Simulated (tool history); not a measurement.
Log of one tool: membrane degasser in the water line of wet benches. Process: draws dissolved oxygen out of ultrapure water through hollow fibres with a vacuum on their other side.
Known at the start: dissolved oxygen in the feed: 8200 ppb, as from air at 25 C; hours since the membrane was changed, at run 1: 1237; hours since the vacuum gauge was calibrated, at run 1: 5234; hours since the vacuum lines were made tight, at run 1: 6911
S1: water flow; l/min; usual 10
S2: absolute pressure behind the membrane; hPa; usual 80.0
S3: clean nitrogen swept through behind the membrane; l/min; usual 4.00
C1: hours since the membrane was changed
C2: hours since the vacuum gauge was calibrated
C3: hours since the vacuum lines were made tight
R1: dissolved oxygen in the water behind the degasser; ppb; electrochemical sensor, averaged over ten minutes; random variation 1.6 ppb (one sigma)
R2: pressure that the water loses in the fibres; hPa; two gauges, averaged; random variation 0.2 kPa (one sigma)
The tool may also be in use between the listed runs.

run 1 hour=0.0 | S1=10 S2=80.0 S3=4.00 | C1=1237 C2=5234 C3=6911 | R1=161.8 R2=427.6
run 2 hour=80.7 | S1=11 S2=80.0 S3=4.00 | C1=1318 C2=5315 C3=6991 | R1=192.2 R2=471.2
run 3 hour=119.7 | S1=10 S2=80.0 S3=4.00 | C1=1357 C2=5354 C3=7030 | R1=160.4 R2=426.5
run 4 hour=172.4 | S1=10 S2=80.0 S3=4.00 | C1=1409 C2=5407 C3=7083 | R1=160.8 R2=425.3
run 5 hour=228.9 | S1=10 S2=80.0 S3=4.00 | C1=1466 C2=5463 C3=7140 | R1=161.4 R2=425.1
run 6 hour=268.4 | S1=10 S2=80.0 S3=4.00 | C1=1505 C2=5503 C3=7179 | R1=161.7 R2=427.0
run 7 hour=306.6 | S1=10 S2=80.0 S3=4.00 | C1=1544 C2=5541 C3=7217 | R1=160.0 R2=425.4
run 8 hour=354.4 | S1=10 S2=80.0 S3=4.00 | C1=1591 C2=5589 C3=7265 | R1=157.3 R2=429.6
run 9 hour=437.6 | S1=10 S2=80.0 S3=4.00 | C1=1675 C2=5672 C3=7348 | R1=160.3 R2=430.7
run 10 hour=486.1 | S1=7 S2=133.3 S3=4.00 | C1=1723 C2=5721 C3=7397 | R1=106.4 R2=297.6
run 11 hour=540.1 | S1=9 S2=80.0 S3=4.00 | C1=1777 C2=5775 C3=7451 | R1=133.1 R2=386.6
run 12 hour=606.7 | S1=10 S2=67.2 S3=4.10 | C1=1844 C2=5841 C3=7517 | R1=151.6 R2=431.3
run 13 hour=665.9 | S1=10 S2=67.2 S3=4.10 | C1=1903 C2=5900 C3=7577 | R1=153.3 R2=430.8
run 14 hour=727.3 | S1=10 S2=67.2 S3=4.10 | C1=1964 C2=5962 C3=7638 | R1=152.6 R2=431.8

4 ways to go on from here, each from the tool as it stands after run 14. What would each give?
run A hour=803.9 | S1=16 S2=88.7 S3=4.24 | C1=2041 C2=6038 C3=7715 | R1=? R2=?
run B hour=803.9 | S1=7 S2=67.2 S3=5.21 | C1=2041 C2=6038 C3=7715 | R1=? R2=?
run C hour=803.9 | S1=8 S2=154.9 S3=4.10 | C1=2041 C2=6038 C3=7715 | R1=? R2=?
run D hour=803.9 | S1=10 S2=80.0 S3=1.68 | C1=2041 C2=6038 C3=7715 | R1=? R2=?

run=A R1=335.5 R2=686.7
run=B R1=74.2 R2=298.8
run=C R1=141.0 R2=340.4
run=D R1=203.6 R2=432.4
Without the tool's hidden state the same runs would have given:
run=A R1=335.4 R2=681.7
run=B R1=74.1 R2=296.6
run=C R1=140.9 R2=337.9
run=D R1=203.5 R2=429.3
